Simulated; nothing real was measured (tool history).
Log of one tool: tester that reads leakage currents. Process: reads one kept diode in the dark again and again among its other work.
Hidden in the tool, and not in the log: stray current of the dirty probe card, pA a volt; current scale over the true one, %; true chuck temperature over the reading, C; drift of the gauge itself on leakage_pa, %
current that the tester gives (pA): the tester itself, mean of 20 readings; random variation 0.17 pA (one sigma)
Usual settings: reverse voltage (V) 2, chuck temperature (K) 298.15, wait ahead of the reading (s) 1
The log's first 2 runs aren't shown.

run,hour,reverse voltage (V),chuck temperature (K),wait ahead of the reading (s),hours of work since the probe card was cleaned,hours of work since the tester was calibrated,hours of work since the chuck was calibrated,current that the tester gives (pA)
3,371.8,4.2,298.15,1,2153,3458,925,70.28
4,539.3,4.2,298.15,1,2262,3567,1033,69.61
5,704,4.2,298.15,1,2369,3674,1140,69.34
# hour 830.3: chuck's temperature calibrated
6,851.9,3.14,298.15,1,2464,3769,14,64.96
7,992.7,2,298.15,1,2555,3860,105,54.43
8,1129.1,2,298.15,1,2644,3949,194,54.41
9,1256,2,298.15,1,2726,4031,276,53.99
10,1445.6,2,298.15,1,2849,4154,400,53.15
11,1547.5,2,298.15,1,2916,4221,466,53.26
12,1706.5,2,298.15,1,3019,4324,569,53.1
13,1857.8,2,298.15,1,3117,4422,667,53.13
14,1998.2,2,298.15,1,3208,4513,758,52.71
15,2125.4,2,298.15,1,3291,4596,841,52.24
# hour 2224.1: probe card cleaned and baked
16,2295.8,2,298.15,1,47,4705,950,49.33
17,2459.8,7.17,311.15,1,153,4811,1056,234.79
18,2586.6,18.92,310.15,0.88,235,4894,1139,307.83
19,2690.6,1.21,297.15,1.74,303,4961,1206,36.97
# hour 2714.7: chuck's temperature calibrated
20,2789.9,3.97,298.15,1,366,5024,49,67.17
21,3000.2,1.62,308.15,0.83,503,5161,185,112.7
22,3221,1.62,308.15,0.83,646,5304,329,111.39
23,3366.6,2.52,298.15,0.38,741,5399,423,56.21

Forecast run 24:
24,3553.2,4.2,298.15,0.38,862,5520,545,?

current that the tester gives (pA): 67.87
Without the tool's hidden state the same run would have given current that the tester gives (pA) 70.01.

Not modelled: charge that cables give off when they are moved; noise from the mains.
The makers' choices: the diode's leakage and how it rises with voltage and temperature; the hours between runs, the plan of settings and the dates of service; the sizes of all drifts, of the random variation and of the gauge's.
